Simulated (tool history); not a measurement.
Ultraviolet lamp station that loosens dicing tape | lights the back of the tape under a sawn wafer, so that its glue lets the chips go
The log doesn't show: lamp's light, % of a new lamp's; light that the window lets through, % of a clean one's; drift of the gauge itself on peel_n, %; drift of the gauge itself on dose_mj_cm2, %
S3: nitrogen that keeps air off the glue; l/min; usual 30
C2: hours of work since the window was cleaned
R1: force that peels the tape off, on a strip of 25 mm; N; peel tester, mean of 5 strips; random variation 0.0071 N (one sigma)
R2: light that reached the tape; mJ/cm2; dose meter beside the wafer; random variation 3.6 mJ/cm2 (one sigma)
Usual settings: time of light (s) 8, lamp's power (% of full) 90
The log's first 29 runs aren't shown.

Run 30, day 13.821: usual settings but lamp's power (% of full) 82, S3 33 l/min; hours of work of the lamp 237; C2 237. Result: R1 0.402 N, R2 418 mJ/cm2.
Run 31, day 14.208: usual settings but time of light (s) 6, lamp's power (% of full) 71, S3 13 l/min; hours of work of the lamp 244; C2 244. Result: R1 1.787 N, R2 275 mJ/cm2.
Run 32, day 14.508: usual settings but time of light (s) 6, lamp's power (% of full) 71, S3 13 l/min; hours of work of the lamp 249; C2 249. Result: R1 1.911 N, R2 271 mJ/cm2.
Run 33, day 15.092: usual settings but time of light (s) 12, lamp's power (% of full) 66, S3 23 l/min; hours of work of the lamp 258; C2 258. Result: R1 0.354 N, R2 498 mJ/cm2.
Run 34, day 15.479: usual settings but time of light (s) 9; hours of work of the lamp 265; C2 265. Result: R1 0.311 N, R2 503 mJ/cm2.
Run 35, day 15.954: usual settings but time of light (s) 9, lamp's power (% of full) 77; hours of work of the lamp 272; C2 272. Result: R1 0.396 N, R2 426 mJ/cm2.
Run 36, day 16.508: usual settings but S3 34 l/min; hours of work of the lamp 282; C2 282. Result: R1 0.371 N, R2 440 mJ/cm2.
Run 37, day 16.921: usual settings but lamp's power (% of full) 86; hours of work of the lamp 288; C2 288. Result: R1 0.419 N, R2 416 mJ/cm2.
Run 38, day 17.329: usual settings but time of light (s) 6, lamp's power (% of full) 64, S3 19 l/min; hours of work of the lamp 295; C2 295. Result: R1 1.981 N, R2 229 mJ/cm2.
Run 39, day 17.612: usual settings but time of light (s) 6, lamp's power (% of full) 64, S3 19 l/min; hours of work of the lamp 300; C2 300. Result: R1 1.971 N, R2 231 mJ/cm2.

The next listed run, before its measurement:
Run 40, day 18.071: usual settings but time of light (s) 13, lamp's power (% of full) 72, S3 22 l/min; hours of work of the lamp 307; C2 307. Result: R1 ?, R2 ?.

{"run 40": {"R1": 0.294, "R2": 553}}
Without the tool's hidden state the same run would have given R1 0.214 N, R2 760 mJ/cm2.
